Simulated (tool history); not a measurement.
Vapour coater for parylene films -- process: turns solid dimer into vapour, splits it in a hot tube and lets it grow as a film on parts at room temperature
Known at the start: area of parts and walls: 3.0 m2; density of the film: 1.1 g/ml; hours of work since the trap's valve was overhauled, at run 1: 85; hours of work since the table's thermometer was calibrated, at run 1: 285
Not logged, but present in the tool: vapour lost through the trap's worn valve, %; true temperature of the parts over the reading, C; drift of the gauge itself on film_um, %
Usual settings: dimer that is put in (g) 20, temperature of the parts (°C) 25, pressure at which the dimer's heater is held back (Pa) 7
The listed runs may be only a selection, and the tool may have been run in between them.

run   hour  dimer that is put in (g)  temperature of the parts (°C)  pressure at which the dimer's heater is held back (Pa)  hours of work since the trap's valve was overhauled  hours of work since the table's thermometer was calibrated  thickness of the film (µm)
  1      0                        20                             25                                                       7                                                   85                                                         285                        3.83
  2     28                        20                             25                                                       7                                                   97                                                         297                         3.8
  3   52.9                        20                             25                                                       7                                                  108                                                         308                        3.74
  4   66.3                        20                             25                                                       7                                                  114                                                         314                        3.79
  5   94.7                        20                             25                                                       7                                                  127                                                         327                        3.82
       100  -- trap's valve overhauled
  6  122.6                        20                             25                                                       7                                                   10                                                         337                         3.7
  7  138.2                        20                             25                                                       7                                                   17                                                         344                        3.72
  8  153.8                        28                             25                                                       7                                                   24                                                         351                        5.16
  9  176.2                        28                             25                                                       7                                                   34                                                         361                        5.18
 10  200.2                        28                             25                                                       7                                                   44                                                         371                        5.14
 11    226                        35                             27                                                       7                                                   55                                                         383                        6.15
 12    243                         8                             27                                                       7                                                   63                                                         390                        1.41
       270  -- trap's valve overhauled, once more
 13  274.9                        20                             25                                                       8                                                    2                                                         402                        3.77
 14  303.9                        20                             25                                                       8                                                   15                                                         415                        3.76
 15  318.8                        18                             25                                                    7.73                                                   21                                                         422                        3.41
 16  332.2                        14                             34                                                    3.58                                                   27                                                         428                         2.5
 17  348.3                        35                             25                                                       7                                                   34                                                         435                         6.7
 18  368.3                         8                             19                                                    2.11                                                   43                                                         444                        2.17

Pick out some run-to-run changes in thickness of the film (µm). Of each, how much would a tool without hidden state show as well, from the settings, what came in and chance, and how much is left for the hidden state and any gauge scatter not in both results compared?
Run 11 -> 12: dimer that is put in (g) 35 -> 8. thickness of the film (µm) -4.74: hidden state +0.27, all else -5.01.

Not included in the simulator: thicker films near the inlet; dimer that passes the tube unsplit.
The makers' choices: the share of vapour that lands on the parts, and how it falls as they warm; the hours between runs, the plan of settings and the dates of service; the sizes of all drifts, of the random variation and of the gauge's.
